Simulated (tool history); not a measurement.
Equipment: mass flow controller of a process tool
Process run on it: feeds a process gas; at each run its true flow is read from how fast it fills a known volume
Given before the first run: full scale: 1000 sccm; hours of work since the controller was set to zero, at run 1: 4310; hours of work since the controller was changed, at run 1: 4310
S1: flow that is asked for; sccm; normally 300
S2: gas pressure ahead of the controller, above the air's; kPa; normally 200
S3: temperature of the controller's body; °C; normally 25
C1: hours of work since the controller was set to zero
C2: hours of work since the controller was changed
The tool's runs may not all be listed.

run 1 hour=0.0 | S1=300 S2=200 S3=25 | C1=4310 C2=4310 | true_flow_(%)=95.66
run 2 hour=289.2 | S1=300 S2=200 S3=25 | C1=4415 C2=4415 | true_flow_(%)=95.51
run 3 hour=525.0 | S1=300 S2=200 S3=37 | C1=4500 C2=4500 | true_flow_(%)=94.78
run 4 hour=818.0 | S1=300 S2=200 S3=25 | C1=4605 C2=4605 | true_flow_(%)=95.45
run 5 hour=942.4 | S1=300 S2=200 S3=25 | C1=4650 C2=4650 | true_flow_(%)=95.51
run 6 hour=1124.8 | S1=300 S2=200 S3=29 | C1=4716 C2=4716 | true_flow_(%)=95.26
run 7 hour=1261.7 | S1=300 S2=165 S3=25 | C1=4765 C2=4765 | true_flow_(%)=95.28
run 8 hour=1411.4 | S1=300 S2=146 S3=25 | C1=4819 C2=4819 | true_flow_(%)=95.13
run 9 hour=1580.0 | S1=300 S2=212 S3=25 | C1=4880 C2=4880 | true_flow_(%)=95.34
run 10 hour=1862.5 | S1=300 S2=212 S3=25 | C1=4982 C2=4982 | true_flow_(%)=95.37
run 11 hour=2110.7 | S1=300 S2=212 S3=25 | C1=5071 C2=5071 | true_flow_(%)=95.42
run 12 hour=2393.3 | S1=300 S2=212 S3=25 | C1=5173 C2=5173 | true_flow_(%)=95.27
run 13 hour=2688.8 | S1=300 S2=200 S3=35 | C1=5280 C2=5280 | true_flow_(%)=94.52
-- hour=2753.1 controller's zero set anew
run 14 hour=2962.3 | S1=300 S2=228 S3=25 | C1=75 C2=5378 | true_flow_(%)=94.75
run 15 hour=3147.5 | S1=300 S2=228 S3=25 | C1=142 C2=5445 | true_flow_(%)=94.72
run 16 hour=3394.3 | S1=300 S2=228 S3=25 | C1=231 C2=5534 | true_flow_(%)=94.76
run 17 hour=3576.4 | S1=300 S2=228 S3=25 | C1=297 C2=5599 | true_flow_(%)=94.61
-- hour=3598.5 controller's zero set anew, once more
run 18 hour=3739.3 | S1=300 S2=228 S3=25 | C1=51 C2=5658 | true_flow_(%)=96.78
run 19 hour=3874.5 | S1=575 S2=200 S3=25 | C1=100 C2=5707 | true_flow_(%)=97.16
run 20 hour=4171.1 | S1=300 S2=200 S3=25 | C1=206 C2=5814 | true_flow_(%)=96.56
run 21 hour=4443.6 | S1=110 S2=200 S3=25 | C1=305 C2=5912 | true_flow_(%)=95.57
run 22 hour=4570.4 | S1=110 S2=200 S3=25 | C1=350 C2=5958 | true_flow_(%)=95.60
run 23 hour=4845.4 | S1=110 S2=200 S3=25 | C1=449 C2=6057 | true_flow_(%)=95.35
run 24 hour=5074.3 | S1=257 S2=200 S3=25 | C1=532 C2=6139 | true_flow_(%)=96.05
run 25 hour=5230.4 | S1=300 S2=169 S3=25 | C1=588 C2=6196 | true_flow_(%)=96.08
run 26 hour=5353.7 | S1=300 S2=169 S3=25 | C1=633 C2=6240 | true_flow_(%)=96.06
run 27 hour=5577.6 | S1=300 S2=169 S3=25 | C1=713 C2=6321 | true_flow_(%)=95.88
run 28 hour=5702.5 | S1=300 S2=169 S3=25 | C1=758 C2=6366 | true_flow_(%)=96.03
run 29 hour=5931.5 | S1=151 S2=147 S3=25 | C1=841 C2=6448 | true_flow_(%)=95.14
run 30 hour=6120.4 | S1=461 S2=253 S3=34 | C1=909 C2=6516 | true_flow_(%)=96.34
run 31 hour=6377.8 | S1=461 S2=253 S3=34 | C1=1002 C2=6609 | true_flow_(%)=96.27
run 32 hour=6624.5 | S1=461 S2=253 S3=34 | C1=1091 C2=6698 | true_flow_(%)=96.28
run 33 hour=6887.3 | S1=461 S2=253 S3=34 | C1=1186 C2=6793 | true_flow_(%)=96.35
run 34 hour=7078.2 | S1=274 S2=261 S3=38 | C1=1254 C2=6862 | true_flow_(%)=95.23
run 35 hour=7228.2 | S1=274 S2=164 S3=30 | C1=1309 C2=6916 | true_flow_(%)=95.20
run 36 hour=7505.2 | S1=274 S2=164 S3=30 | C1=1408 C2=7016 | true_flow_(%)=95.11
run 37 hour=7784.9 | S1=274 S2=164 S3=30 | C1=1509 C2=7116 | true_flow_(%)=95.09
run 38 hour=8078.0 | S1=274 S2=164 S3=30 | C1=1615 C2=7222 | true_flow_(%)=95.18

What will run 39 give?
run 39 hour=8261.1 | S1=174 S2=148 S3=30 | C1=1681 C2=7288 | true_flow_(%)=?

For run 39 the tool returned true flow (%) 94.29.
Were there no unlogged condition in the tool, this run, its random variation unchanged, would have produced true flow (%) 97.05.
